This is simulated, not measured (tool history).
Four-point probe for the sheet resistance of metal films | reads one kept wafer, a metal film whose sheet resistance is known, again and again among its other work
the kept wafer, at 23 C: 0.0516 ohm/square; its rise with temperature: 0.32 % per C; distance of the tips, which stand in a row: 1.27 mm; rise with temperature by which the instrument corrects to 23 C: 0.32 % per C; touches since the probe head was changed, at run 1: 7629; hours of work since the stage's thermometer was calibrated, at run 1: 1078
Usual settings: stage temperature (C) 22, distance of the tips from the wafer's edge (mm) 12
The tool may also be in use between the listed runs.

run,day,stage temperature (C),distance of the tips from the wafer's edge (mm),touches since the probe head was changed,hours of work since the stage's thermometer was calibrated,sheet resistance as the instrument gives it (ohm/square)
1,0,22,12,7629,1078,0.051851
2,1.062,23,12,8583,1093,0.051862
3,1.85,22,12,9292,1104,0.051877
4,2.846,22,12,10188,1118,0.051857
5,3.367,22,12,10655,1125,0.051862
6,4.071,22,12,11288,1135,0.051867
7,4.842,22,12,11979,1145,0.051885
8,5.533,22,12,12600,1155,0.05187
9,6.558,22,12,13524,1169,0.051868
10,7.438,22,12,14312,1181,0.051882
11,8.433,22,12,15207,1195,0.051885
12,9.217,22,12,15913,1206,0.051891
13,10.179,22,12,16775,1219,0.051886
14,10.879,22,12,17404,1229,0.05186
15,11.762,22,12,18198,1241,0.051883
16,12.483,22,12,18845,1251,0.051894
17,13.129,20,7,19429,1260,0.052451
18,13.846,20,7,20071,1270,0.052464
19,14.871,18,15,20991,1284,0.051773
20,15.421,20,14,21487,1292,0.051799
21,16.304,32,65,22280,1304,0.051609
22,17.346,32,65,23216,1319,0.051615
23,18.092,34,27,23886,1329,0.051659
24,18.575,34,27,24322,1336,0.051664
25,19.275,22,3,24951,1345,0.056072
26,20.167,22,3,25752,1358,0.05608
27,21.046,29,4,26542,1370,0.054233
28,22.15,19,42,27534,1385,0.05158
29,22.775,19,42,28094,1394,0.051622
30,23.8,22,11,29018,1408,0.051956
31,24.317,27,30,29480,1415,0.051636

Forecast each of these 4 alternatives for the next run:
A,25.379,27,17,30436,1430,?
B,25.379,32,66,30436,1430,?
C,25.379,22,5,30436,1430,?
D,25.379,19,40,30436,1430,?

run,sheet resistance as the instrument gives it (ohm/square)
A,0.051762
B,0.05164
C,0.053323
D,0.05163
Without the tool's hidden state the same runs would have given:
run,sheet resistance as the instrument gives it (ohm/square)
A,0.051771
B,0.051649
C,0.053332
D,0.051638
